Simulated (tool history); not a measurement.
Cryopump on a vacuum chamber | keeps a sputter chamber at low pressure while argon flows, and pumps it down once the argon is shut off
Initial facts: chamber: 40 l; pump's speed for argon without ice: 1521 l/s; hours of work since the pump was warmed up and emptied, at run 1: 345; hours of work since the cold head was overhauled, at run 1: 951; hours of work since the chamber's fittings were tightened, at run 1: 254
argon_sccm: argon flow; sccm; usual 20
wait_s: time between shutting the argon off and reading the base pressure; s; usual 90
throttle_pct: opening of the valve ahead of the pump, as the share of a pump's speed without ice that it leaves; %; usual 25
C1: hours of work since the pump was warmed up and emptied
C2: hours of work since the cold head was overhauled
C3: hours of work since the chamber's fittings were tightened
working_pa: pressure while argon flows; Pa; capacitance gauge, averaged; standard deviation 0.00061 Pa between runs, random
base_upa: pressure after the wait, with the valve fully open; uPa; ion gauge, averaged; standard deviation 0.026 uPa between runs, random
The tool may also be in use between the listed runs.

Run 1, hour 0.0: usual settings; C1 345; C2 951; C3 254. Result: working_pa 0.0946 Pa, base_upa 1.52 uPa.
Run 2, hour 55.8: usual settings; C1 384; C2 989; C3 292. Result: working_pa 0.0945 Pa, base_upa 1.62 uPa.
Run 3, hour 90.2: usual settings; C1 408; C2 1013; C3 316. Result: working_pa 0.0956 Pa, base_upa 1.68 uPa.
Run 4, hour 154.3: usual settings but wait_s 26 s; C1 452; C2 1057; C3 360. Result: working_pa 0.0957 Pa, base_upa 3.87 uPa.
Run 5, hour 207.2: usual settings but wait_s 181 s; C1 488; C2 1094; C3 397. Result: working_pa 0.0955 Pa, base_upa 1.34 uPa.
Run 6, hour 252.6: usual settings but wait_s 181 s; C1 520; C2 1125; C3 428. Result: working_pa 0.0974 Pa, base_upa 1.41 uPa.
At hour 288.4: pump warmed up, emptied and cooled again.
Run 7, hour 288.4: usual settings but wait_s 181 s; C1 0; C2 1147; C3 450. Result: working_pa 0.0888 Pa, base_upa 1.18 uPa.
Run 8, hour 330.8: usual settings but argon_sccm 10 sccm; C1 29; C2 1176; C3 479. Result: working_pa 0.0451 Pa, base_upa 1.68 uPa.
Run 9, hour 396.6: usual settings but argon_sccm 10 sccm; C1 75; C2 1221; C3 524. Result: working_pa 0.0452 Pa, base_upa 1.71 uPa.
Run 10, hour 427.5: usual settings; C1 96; C2 1243; C3 546. Result: working_pa 0.0893 Pa, base_upa 1.83 uPa.
Run 11, hour 492.0: usual settings; C1 141; C2 1287; C3 590. Result: working_pa 0.0907 Pa, base_upa 1.83 uPa.
Run 12, hour 546.6: usual settings; C1 178; C2 1325; C3 628. Result: working_pa 0.0901 Pa, base_upa 1.89 uPa.
Run 13, hour 598.4: usual settings but wait_s 34 s; C1 214; C2 1361; C3 664. Result: working_pa 0.0910 Pa, base_upa 3.47 uPa.
Run 14, hour 641.9: usual settings but wait_s 34 s; C1 244; C2 1391; C3 694. Result: working_pa 0.0914 Pa, base_upa 3.48 uPa.
Run 15, hour 697.1: usual settings; C1 282; C2 1429; C3 732. Result: working_pa 0.0920 Pa, base_upa 2.12 uPa.
Run 16, hour 762.5: usual settings; C1 328; C2 1474; C3 777. Result: working_pa 0.0936 Pa, base_upa 2.27 uPa.
Run 17, hour 810.4: usual settings; C1 361; C2 1507; C3 810. Result: working_pa 0.0919 Pa, base_upa 2.29 uPa.
Run 18, hour 867.5: usual settings; C1 400; C2 1547; C3 850. Result: working_pa 0.0945 Pa, base_upa 2.28 uPa.
Run 19, hour 926.6: usual settings but argon_sccm 21 sccm, wait_s 37 s, throttle_pct 27 %; C1 441; C2 1588; C3 891. Result: working_pa 0.0916 Pa, base_upa 3.65 uPa.
Run 20, hour 982.1: usual settings but argon_sccm 9 sccm, wait_s 37 s, throttle_pct 28 %; C1 479; C2 1626; C3 929. Result: working_pa 0.0384 Pa, base_upa 3.82 uPa.
Run 21, hour 1017.0: usual settings but argon_sccm 9 sccm, wait_s 37 s, throttle_pct 28 %; C1 504; C2 1650; C3 953. Result: working_pa 0.0388 Pa, base_upa 3.80 uPa.
Run 22, hour 1043.6: usual settings but argon_sccm 9 sccm, wait_s 37 s, throttle_pct 28 %; C1 522; C2 1669; C3 971. Result: working_pa 0.0383 Pa, base_upa 3.84 uPa.
At hour 1075.6: pump warmed up, emptied and cooled again.
Run 23, hour 1097.0: usual settings but argon_sccm 40 sccm, throttle_pct 16 %; C1 15; C2 1702; C3 1005. Result: working_pa 0.2809 Pa, base_upa 2.29 uPa.
Run 24, hour 1145.0: usual settings but wait_s 40 s; C1 48; C2 1735; C3 1038. Result: working_pa 0.0898 Pa, base_upa 3.47 uPa.
Run 25, hour 1192.8: usual settings but wait_s 69 s, throttle_pct 35 %; C1 81; C2 1768; C3 1071. Result: working_pa 0.0642 Pa, base_upa 2.73 uPa.
Run 26, hour 1247.8: usual settings but argon_sccm 9 sccm, wait_s 66 s, throttle_pct 35 %; C1 119; C2 1806; C3 1109. Result: working_pa 0.0287 Pa, base_upa 2.80 uPa.
Run 27, hour 1277.2: usual settings but argon_sccm 19 sccm, wait_s 66 s, throttle_pct 51 %; C1 139; C2 1827; C3 1129. Result: working_pa 0.0428 Pa, base_upa 2.81 uPa.
Run 28, hour 1326.4: usual settings but wait_s 205 s, throttle_pct 50 %; C1 173; C2 1861; C3 1163. Result: working_pa 0.0464 Pa, base_upa 2.07 uPa.
Run 29, hour 1361.3: usual settings but wait_s 205 s, throttle_pct 50 %; C1 197; C2 1885; C3 1188. Result: working_pa 0.0468 Pa, base_upa 2.13 uPa.
Run 30, hour 1388.2: usual settings but argon_sccm 29 sccm, wait_s 143 s, throttle_pct 55 %; C1 216; C2 1903; C3 1206. Result: working_pa 0.0630 Pa, base_upa 2.37 uPa.
Run 31, hour 1436.6: usual settings but argon_sccm 29 sccm, wait_s 143 s, throttle_pct 55 %; C1 249; C2 1937; C3 1240. Result: working_pa 0.0633 Pa, base_upa 2.35 uPa.
Run 32, hour 1471.6: usual settings but argon_sccm 29 sccm, wait_s 143 s, throttle_pct 55 %; C1 274; C2 1961; C3 1264. Result: working_pa 0.0635 Pa, base_upa 2.31 uPa.
Run 33, hour 1507.9: usual settings but argon_sccm 10 sccm, wait_s 37 s, throttle_pct 36 %; C1 299; C2 1986; C3 1289. Result: working_pa 0.0321 Pa, base_upa 3.96 uPa.

Forecast each of these 3 alternatives for the next run:
Run A, hour 1544.1: usual settings but argon_sccm 18 sccm, wait_s 37 s, throttle_pct 36 %; C1 324; C2 2011; C3 1314. Result: working_pa ?, base_upa ?.
Run B, hour 1544.1: usual settings but argon_sccm 24 sccm; C1 324; C2 2011; C3 1314. Result: working_pa ?, base_upa ?.
Run C, hour 1544.1: usual settings but argon_sccm 17 sccm, wait_s 37 s, throttle_pct 36 %; C1 324; C2 2011; C3 1314. Result: working_pa ?, base_upa ?.

run  working_pa  base_upa
  A      0.0587      4.09
  B      0.1115      2.94
  C      0.0552      4.14
Had the tool no hidden state, the same runs would have come out as:
run  working_pa  base_upa
  A      0.0550      2.35
  B      0.1066      1.12
  C      0.0518      2.38
